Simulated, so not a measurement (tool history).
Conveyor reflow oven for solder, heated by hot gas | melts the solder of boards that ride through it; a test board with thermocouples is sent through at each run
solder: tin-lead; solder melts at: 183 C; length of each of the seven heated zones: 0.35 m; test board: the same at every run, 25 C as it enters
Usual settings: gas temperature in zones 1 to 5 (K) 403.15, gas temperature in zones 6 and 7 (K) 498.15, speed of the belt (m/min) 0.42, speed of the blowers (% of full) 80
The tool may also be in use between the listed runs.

run   hour  gas temperature in zones 1 to 5 (K)  gas temperature in zones 6 and 7 (K)  speed of the belt (m/min)  speed of the blowers (% of full)  highest temperature of the board (K)  time above the solder's melting point (s)
  1      0                               403.15                                498.15                       0.42                                80                                482.05                                         63
  2   25.5                               403.15                                502.15                       0.42                                80                                487.55                                       68.7
  3   60.4                               403.15                                502.15                       0.42                                80                                487.15                                       68.9
  4   84.6                               403.15                                498.15                       0.42                                80                                484.65                                       66.1
  5  105.6                               403.15                                498.15                       0.42                                80                                484.35                                       66.1
  6  125.2                               403.15                                498.15                       0.42                                80                                484.15                                         66
  7  145.3                               403.15                                498.15                      0.347                                80                                488.75                                         89
  8  165.3                               403.15                                498.15                      0.347                                80                                489.05                                       88.8
  9  186.7                               403.15                                498.15                       0.42                                80                                484.05                                       65.7
 10  216.7                               403.15                                498.15                       0.42                                80                                483.95                                       64.9
 11  249.3                               403.15                                498.15                       0.42                                80                                483.75                                       65.3
 12  277.9                               403.15                                498.15                       0.42                                80                                483.75                                       65.1
 13  295.5                               403.15                                498.15                       0.42                                80                                483.55                                       64.9
 14  317.9                               403.15                                498.15                      0.463                                80                                481.15                                       55.8
 15  332.9                               403.15                                498.15                      0.463                                80                                481.35                                       55.7
 16  366.8                               389.15                                498.15                      0.377                                80                                485.15                                       70.6
 17  388.2                               389.15                                496.15                      0.341                                80                                485.55                                       80.6
 18  414.3                               389.15                                494.15                       0.49                                80                                472.65                                       36.2
 19  442.1                               408.15                                495.15                      0.388                                85                                484.35                                       75.9
 20  466.2                               415.15                                495.15                      0.472                                72                                477.95                                       54.6
 21    496                               415.15                                494.15                      0.472                                72                                477.05                                       53.4
 22  530.9                               389.15                                505.15                      0.467                                79                                482.95                                       51.6
 23  560.6                               389.15                                500.15                      0.467                                79                                479.05                                       47.7
 24  592.3                               404.15                                499.15                       0.42                                76                                483.25                                       65.8
 25  609.8                               403.15                                487.15                       0.42                                70                                471.85                                       47.4
 26  628.3                               403.15                                487.15                       0.42                                70                                471.85                                       47.1
 27  662.4                               403.15                                491.15                      0.497                                87                                473.25                                       41.6
 28    682                               400.15                                498.15                       0.42                                53                                475.75                                         50
 29  711.2                               400.15                                498.15                      0.349                                82                                487.35                                       85.7
 30  726.3                               392.15                                512.15                      0.398                                58                                488.85                                       69.5

Taken out of this log: 4 entries between the listed runs. Where each belongs, and how the hidden state differs across it:
Between runs 1 and 2: thermocouples of zones 6 and 7 changed (hour 4.8)
  heat that the gas passes to the board, % of a clean oven's: 97.5 -> 97.2; belt's true speed, % of the reading: 99.99 -> 99.97; true gas temperature in zones 6 and 7 over the reading, C: -2.09 -> 0.28
  measured less the result without the state, highest temperature of the board (K): -2.5 -> -0.5; time above the solder's melting point (s): -3.2 -> -0.8
Between runs 3 and 4: flux residue cleaned out of gas plates and filters (hour 83.3)
  heat that the gas passes to the board, % of a clean oven's: 96.8 -> 99.8; belt's true speed, % of the reading: 99.94 -> 99.92; true gas temperature in zones 6 and 7 over the reading, C: 0.18 -> 0.13
  measured less the result without the state, highest temperature of the board (K): -0.7 -> +0.1; time above the solder's melting point (s): -1 -> +0.1
Between runs 13 and 14: flux residue cleaned out of gas plates and filters (hour 317.2)
  heat that the gas passes to the board, % of a clean oven's: 97.3 -> 100; belt's true speed, % of the reading: 99.73 -> 99.72; true gas temperature in zones 6 and 7 over the reading, C: -0.44 -> -0.49
  measured less the result without the state, highest temperature of the board (K): -1 -> -0.4; time above the solder's melting point (s): -1.3 -> -0.2
Between runs 22 and 23: flux residue cleaned out of gas plates and filters (hour 550.4)
  heat that the gas passes to the board, % of a clean oven's: 97.5 -> 99.5; belt's true speed, % of the reading: 99.53 -> 99.5; true gas temperature in zones 6 and 7 over the reading, C: -1.07 -> -1.14
  measured less the result without the state, highest temperature of the board (K): -1.6 -> -1; time above the solder's melting point (s): -1.7 -> -0.9
